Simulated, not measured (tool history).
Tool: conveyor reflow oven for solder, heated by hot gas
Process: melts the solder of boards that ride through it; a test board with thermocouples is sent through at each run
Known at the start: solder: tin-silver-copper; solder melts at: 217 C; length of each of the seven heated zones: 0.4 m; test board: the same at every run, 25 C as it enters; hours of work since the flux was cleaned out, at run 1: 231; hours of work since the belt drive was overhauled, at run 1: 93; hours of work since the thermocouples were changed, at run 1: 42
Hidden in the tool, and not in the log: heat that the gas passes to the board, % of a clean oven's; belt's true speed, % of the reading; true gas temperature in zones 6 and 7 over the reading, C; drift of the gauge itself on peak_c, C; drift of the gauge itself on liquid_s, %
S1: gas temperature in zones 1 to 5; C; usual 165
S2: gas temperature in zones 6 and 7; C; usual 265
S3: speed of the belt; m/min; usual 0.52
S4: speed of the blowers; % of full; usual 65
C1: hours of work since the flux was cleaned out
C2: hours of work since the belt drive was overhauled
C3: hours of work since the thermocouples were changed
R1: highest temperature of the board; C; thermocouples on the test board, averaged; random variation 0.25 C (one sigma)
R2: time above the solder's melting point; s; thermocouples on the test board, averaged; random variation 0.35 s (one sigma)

run 1 day=0 | S1=165 S2=265 S3=0.52 S4=65 | C1=231 C2=93 C3=42 | R1=244.7 R2=57.2
-- day=0.921 flux residue cleaned out of gas plates and filters
run 2 day=1.196 | S1=165 S2=265 S3=0.52 S4=65 | C1=3 C2=105 C3=54 | R1=246.7 R2=59.1
run 3 day=2.192 | S1=165 S2=265 S3=0.52 S4=65 | C1=16 C2=118 C3=66 | R1=246.5 R2=59.1
run 4 day=3.133 | S1=165 S2=265 S3=0.52 S4=65 | C1=28 C2=130 C3=78 | R1=246.8 R2=59.1
run 5 day=3.6 | S1=165 S2=265 S3=0.52 S4=65 | C1=34 C2=136 C3=84 | R1=246.7 R2=59
run 6 day=4.554 | S1=165 S2=273 S3=0.52 S4=65 | C1=46 C2=148 C3=96 | R1=253.5 R2=64.6
run 7 day=5.071 | S1=165 S2=273 S3=0.52 S4=65 | C1=52 C2=154 C3=102 | R1=253 R2=65.2
run 8 day=5.583 | S1=165 S2=273 S3=0.52 S4=65 | C1=58 C2=160 C3=109 | R1=253.3 R2=65.9
run 9 day=6.171 | S1=165 S2=272 S3=0.52 S4=65 | C1=66 C2=168 C3=116 | R1=252.4 R2=64.6
run 10 day=6.838 | S1=165 S2=272 S3=0.518 S4=65 | C1=74 C2=176 C3=125 | R1=252.2 R2=65.2
run 11 day=7.308 | S1=165 S2=272 S3=0.518 S4=65 | C1=80 C2=182 C3=130 | R1=252.1 R2=64.8
run 12 day=7.833 | S1=165 S2=272 S3=0.518 S4=65 | C1=87 C2=189 C3=137 | R1=251.8 R2=64.7
run 13 day=8.388 | S1=165 S2=272 S3=0.518 S4=65 | C1=93 C2=196 C3=144 | R1=252.9 R2=65.1
run 14 day=9.312 | S1=165 S2=265 S3=0.52 S4=85 | C1=105 C2=207 C3=156 | R1=251.5 R2=65.8
run 15 day=10.021 | S1=165 S2=265 S3=0.52 S4=85 | C1=114 C2=216 C3=164 | R1=251.6 R2=65.6
run 16 day=10.979 | S1=165 S2=265 S3=0.52 S4=85 | C1=126 C2=228 C3=176 | R1=251.6 R2=65.3
run 17 day=11.575 | S1=154 S2=260 S3=0.594 S4=61 | C1=133 C2=235 C3=184 | R1=232.2 R2=29.7
run 18 day=12.483 | S1=154 S2=260 S3=0.467 S4=61 | C1=145 C2=247 C3=195 | R1=242 R2=57
run 19 day=12.979 | S1=159 S2=273 S3=0.56 S4=61 | C1=151 C2=253 C3=201 | R1=246.3 R2=51.5
run 20 day=13.612 | S1=159 S2=273 S3=0.56 S4=61 | C1=159 C2=261 C3=209 | R1=246.5 R2=50.9
run 21 day=14.462 | S1=150 S2=265 S3=0.595 S4=65 | C1=170 C2=272 C3=220 | R1=236.3 R2=35.1
run 22 day=15.375 | S1=172 S2=265 S3=0.52 S4=61 | C1=181 C2=283 C3=231 | R1=245.3 R2=59.8
run 23 day=16.062 | S1=172 S2=257 S3=0.447 S4=83 | C1=190 C2=292 C3=240 | R1=248.1 R2=79.2
run 24 day=16.692 | S1=165 S2=265 S3=0.563 S4=70 | C1=197 C2=300 C3=248 | R1=244.2 R2=52.2
run 25 day=17.321 | S1=165 S2=265 S3=0.563 S4=70 | C1=205 C2=307 C3=256 | R1=244.3 R2=51.6
run 26 day=18.242 | S1=165 S2=265 S3=0.563 S4=70 | C1=217 C2=319 C3=267 | R1=244 R2=51.2
run 27 day=19.067 | S1=165 S2=256 S3=0.52 S4=77 | C1=227 C2=329 C3=278 | R1=240.9 R2=54.1
run 28 day=19.988 | S1=165 S2=255 S3=0.556 S4=77 | C1=239 C2=341 C3=289 | R1=237.7 R2=45.3
-- day=20.246 flux residue cleaned out of gas plates and filters
run 29 day=20.754 | S1=175 S2=265 S3=0.52 S4=51 | C1=6 C2=348 C3=296 | R1=243.4 R2=58.4
run 30 day=21.4 | S1=157 S2=254 S3=0.545 S4=79 | C1=14 C2=356 C3=304 | R1=238.7 R2=46.9
run 31 day=22.296 | S1=160 S2=265 S3=0.52 S4=65 | C1=26 C2=367 C3=315 | R1=246.1 R2=56.7

Hidden state or all else? Some run-to-run changes of R1, split into what the settings, what came in and random variation would give without the hidden state, and what is left for the hidden state (with any gauge scatter that isn't in both results):
Run 1 -> 2: flux residue cleaned out of gas plates and filters. R1 +2 C: hidden state +1.8, all else +0.2.
Run 16 -> 17: S1 165 -> 154, S2 265 -> 260, S3 0.52 -> 0.594, S4 85 -> 61. R1 -19.4 C: hidden state -0.3, all else -19.1.
Run 17 -> 18: S3 0.594 -> 0.467. R1 +9.8 C: hidden state +0.3, all else +9.5.
Run 20 -> 21: S1 159 -> 150, S2 273 -> 265, S3 0.56 -> 0.595, S4 61 -> 65. R1 -10.2 C: hidden state -0.2, all else -10.
Run 23 -> 24: S1 172 -> 165, S2 257 -> 265, S3 0.447 -> 0.563, S4 83 -> 70. R1 -3.9 C: hidden state -0.6, all else -3.3.
Run 28 -> 29: S1 165 -> 175, S2 255 -> 265, S3 0.556 -> 0.52, S4 77 -> 51, flux residue cleaned out of gas plates and filters. R1 +5.7 C: hidden state +2, all else +3.7.

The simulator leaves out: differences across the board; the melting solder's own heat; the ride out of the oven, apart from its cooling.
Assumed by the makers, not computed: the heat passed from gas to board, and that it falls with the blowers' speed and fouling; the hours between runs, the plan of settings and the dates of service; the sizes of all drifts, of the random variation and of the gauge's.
